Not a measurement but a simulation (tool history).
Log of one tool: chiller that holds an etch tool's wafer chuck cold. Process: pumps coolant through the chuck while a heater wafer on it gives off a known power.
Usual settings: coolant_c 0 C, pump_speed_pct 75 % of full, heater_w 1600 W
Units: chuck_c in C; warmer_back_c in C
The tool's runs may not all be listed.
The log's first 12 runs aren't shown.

run    hour  coolant_c  pump_speed_pct  heater_w  hours since the coolant was changed and the channels were flushed  hours since the pump was overhauled  hours since the chiller's thermometer was calibrated  chuck_c  warmer_back_c
 13   499.4          0              84      1600                                                               3915                                  522                                                  1605     20.5           5.10
 14   549.3          0              75      1600                                                               3965                                  572                                                  1655     22.2           5.79
 15   583.6          0              75      1600                                                               3999                                  606                                                  1689     22.0           5.79
 16   610.4          0              75      1600                                                               4026                                  633                                                  1716     22.3           5.73
 17   661.4         -1              65      1600                                                               4077                                  684                                                  1767     23.6           6.65
 18   703.8         -1              65      1600                                                               4119                                  727                                                  1809     23.9           6.66
 19   756.1         -1              65      1600                                                               4172                                  779                                                  1862     23.9           6.71
 20   803.8          0              63       901                                                               4219                                  827                                                  1909     14.5           3.86
 21   848.3          0              69      1600                                                               4264                                  871                                                  1954     24.0           6.31
 22   882.9          0              69      1600                                                               4298                                  906                                                  1988     23.7           6.31
 23   927.7          0              69      1600                                                               4343                                  950                                                  2033     23.9           6.31
 24   979.8          0              69      1600                                                               4395                                 1003                                                  2085     23.9           6.39
 25  1033.8          0              69      1600                                                               4449                                 1057                                                  2139     23.9           6.34
 26  1072.1         -5              95      1051                                                               4487                                 1095                                                  2178      7.4           3.00
 27  1100.9         -5              95      1051                                                               4516                                 1124                                                  2206      7.6           3.02
 28  1127.0         -5              95      1051                                                               4542                                 1150                                                  2233      7.4           3.02
 29  1170.8         -5              95      1051                                                               4586                                 1194                                                  2276      7.7           3.00
 30  1218.8         -3              63       875                                                               4634                                 1242                                                  2324     11.1           3.82
 31  1256.0          0              81      1600                                                               4671                                 1279                                                  2362     21.6           5.40
 32  1303.9          1              63      1429                                                               4719                                 1327                                                  2409     24.0           6.28

Forecast each of these 3 alternatives for the next run:
  A  1349.1         -4              75      1953                                                               4764                                 1372                                                  2455        ?              ?
  B  1349.1          9              63      1084                                                               4764                                 1372                                                  2455        ?              ?
  C  1349.1          0              73      1063                                                               4764                                 1372                                                  2455        ?              ?

run  chuck_c  warmer_back_c
  A     23.8           7.19
  B     26.6           4.71
  C     15.5           3.93
Without the tool's hidden state the same runs would have given:
run  chuck_c  warmer_back_c
  A     21.7           7.02
  B     25.3           4.59
  C     14.2           3.83
